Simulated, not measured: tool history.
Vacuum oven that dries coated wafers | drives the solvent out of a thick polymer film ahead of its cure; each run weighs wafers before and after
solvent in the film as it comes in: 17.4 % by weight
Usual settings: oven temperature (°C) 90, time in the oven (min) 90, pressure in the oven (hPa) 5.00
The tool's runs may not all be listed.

run   hour  oven temperature (°C)  time in the oven (min)  pressure in the oven (hPa)  solvent left in the film (%)
  1    0.0                     90                      90                        5.00                          1.36
  2   23.8                     90                      70                        5.00                          2.07
  3   59.9                     90                      70                        5.00                          2.08
  4   89.6                     90                      70                        4.74                          1.98
  5  143.8                     90                      70                       17.69                          3.68
  6  172.7                     90                     142                        5.00                          0.80
  7  214.1                     90                      90                        9.67                          2.01
  8  253.6                     90                      90                        9.67                          1.97
  9  296.9                     90                      90                        9.67                          2.03
 10  343.3                     90                      52                        5.00                          3.07
 11  397.8                     90                      52                        5.00                          3.06
 12  443.0                     90                      85                        5.00                          1.44
 13  466.7                    102                     116                       10.74                          0.99
 14  511.4                     90                     142                       10.43                          1.57
 15  546.4                     90                     142                       10.43                          1.56

3 ways to go on from here, each from the tool as it stands after run 15. What would each give?
  A  602.2                     83                     142                       18.89                             ?
  B  602.2                     90                     125                       11.98                             ?
  C  602.2                     93                     152                       11.04                             ?

run  solvent left in the film (%)
  A                          3.88
  B                          1.85
  C                          1.36
Without the tool's hidden state the same runs would have given:
run  solvent left in the film (%)
  A                          3.86
  B                          1.84
  C                          1.35

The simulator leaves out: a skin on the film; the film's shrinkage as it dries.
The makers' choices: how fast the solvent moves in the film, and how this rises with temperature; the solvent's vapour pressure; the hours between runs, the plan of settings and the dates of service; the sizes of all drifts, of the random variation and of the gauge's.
